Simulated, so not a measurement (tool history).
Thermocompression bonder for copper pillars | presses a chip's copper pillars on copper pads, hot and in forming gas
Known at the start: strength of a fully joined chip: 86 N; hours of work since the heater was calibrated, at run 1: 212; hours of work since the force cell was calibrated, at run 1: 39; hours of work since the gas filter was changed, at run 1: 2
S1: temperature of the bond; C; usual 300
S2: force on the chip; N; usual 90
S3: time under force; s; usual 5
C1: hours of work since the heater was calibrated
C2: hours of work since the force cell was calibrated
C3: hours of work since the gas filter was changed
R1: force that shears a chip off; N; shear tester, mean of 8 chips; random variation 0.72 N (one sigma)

Run 1, hour 0: usual settings; C1 212; C2 39; C3 2. Result: R1 50.9 N.
Run 2, hour 11.1: usual settings; C1 217; C2 44; C3 6. Result: R1 51.5 N.
Run 3, hour 25.3: usual settings but S2 105 N; C1 222; C2 50; C3 12. Result: R1 55.6 N.
Run 4, hour 36.1: usual settings but S2 105 N; C1 227; C2 54; C3 16. Result: R1 55 N.
Run 5, hour 53.4: usual settings but S1 282 C; C1 234; C2 61; C3 23. Result: R1 42.4 N.
Run 6, hour 64.1: usual settings but S1 295 C; C1 238; C2 65; C3 27. Result: R1 47.3 N.
Run 7, hour 79.5: usual settings but S3 3 s; C1 244; C2 71; C3 34. Result: R1 41.9 N.
Run 8, hour 88.8: usual settings but S3 3 s; C1 248; C2 75; C3 37. Result: R1 42.9 N.
Run 9, hour 104: usual settings; C1 254; C2 81; C3 44. Result: R1 49.7 N.
Run 10, hour 116.1: usual settings; C1 259; C2 86; C3 48. Result: R1 50.5 N.
Run 11, hour 131.8: usual settings; C1 265; C2 93; C3 55. Result: R1 49.4 N.
Run 12, hour 144.2: usual settings; C1 270; C2 98; C3 60. Result: R1 49.5 N.
Run 13, hour 153.6: usual settings; C1 274; C2 101; C3 64. Result: R1 51.1 N.
Run 14, hour 164.4: usual settings; C1 279; C2 106; C3 68. Result: R1 50.8 N.
At hour 167.4: force cell calibrated.
Run 15, hour 181.9: usual settings; C1 285; C2 6; C3 74. Result: R1 49.4 N.
Run 16, hour 197.1: usual settings; C1 291; C2 12; C3 81. Result: R1 50.9 N.
At hour 209: force cell calibrated, once more.
Run 17, hour 214: usual settings but S3 12 s; C1 297; C2 2; C3 87. Result: R1 64 N.
Run 18, hour 226: usual settings but S1 324 C, S3 12 s; C1 302; C2 7; C3 92. Result: R1 71.3 N.
Run 19, hour 238.4: usual settings but S1 305 C, S3 12 s; C1 307; C2 12; C3 97. Result: R1 64.7 N.
Run 20, hour 247.1: usual settings; C1 311; C2 15; C3 100. Result: R1 49.8 N.
Run 21, hour 262.9: usual settings but S1 281 C, S2 88 N, S3 3 s; C1 317; C2 22; C3 106. Result: R1 34.1 N.
Run 22, hour 276.8: usual settings but S1 281 C, S2 116 N, S3 13 s; C1 323; C2 27; C3 112. Result: R1 63.8 N.
Run 23, hour 286.7: usual settings but S1 281 C, S2 134 N, S3 13 s; C1 327; C2 31; C3 116. Result: R1 68.9 N.
Run 24, hour 298.2: usual settings but S1 298 C, S3 10 s; C1 331; C2 36; C3 121. Result: R1 59.1 N.
Run 25, hour 313.8: usual settings but S1 298 C, S3 10 s; C1 338; C2 42; C3 127. Result: R1 59.6 N.
Run 26, hour 329.8: usual settings but S1 298 C, S3 10 s; C1 344; C2 49; C3 133. Result: R1 59.5 N.
Run 27, hour 345.4: usual settings but S1 282 C, S2 59 N, S3 10 s; C1 350; C2 55; C3 140. Result: R1 40.6 N.
Run 28, hour 362.6: usual settings but S2 74 N, S3 8 s; C1 357; C2 62; C3 147. Result: R1 50.8 N.
Run 29, hour 369.8: usual settings but S2 129 N, S3 9 s; C1 360; C2 65; C3 150. Result: R1 70.2 N.
Run 30, hour 387.3: usual settings but S2 129 N, S3 9 s; C1 367; C2 72; C3 157. Result: R1 68.8 N.
Run 31, hour 401.8: usual settings but S1 311 C, S2 93 N, S3 6 s; C1 373; C2 78; C3 162. Result: R1 56.8 N.
Run 32, hour 410.7: usual settings but S1 311 C, S2 93 N, S3 6 s; C1 377; C2 81; C3 166. Result: R1 57.9 N.
Run 33, hour 419: usual settings but S1 311 C, S2 93 N, S3 6 s; C1 380; C2 85; C3 169. Result: R1 56.9 N.
Run 34, hour 427.6: usual settings but S1 311 C, S2 93 N, S3 6 s; C1 383; C2 88; C3 173. Result: R1 58.7 N.
Run 35, hour 441.3: usual settings but S1 295 C, S2 128 N, S3 4 s; C1 389; C2 94; C3 178. Result: R1 54.4 N.

Run 36 comes next. What will it give?
Run 36, hour 454.3: usual settings but S1 312 C, S2 130 N, S3 7 s; C1 394; C2 99; C3 184. Result: R1 ?.

Run 36 gave R1 69.8 N.
Without the tool's hidden state the same run would have given R1 72.5 N.
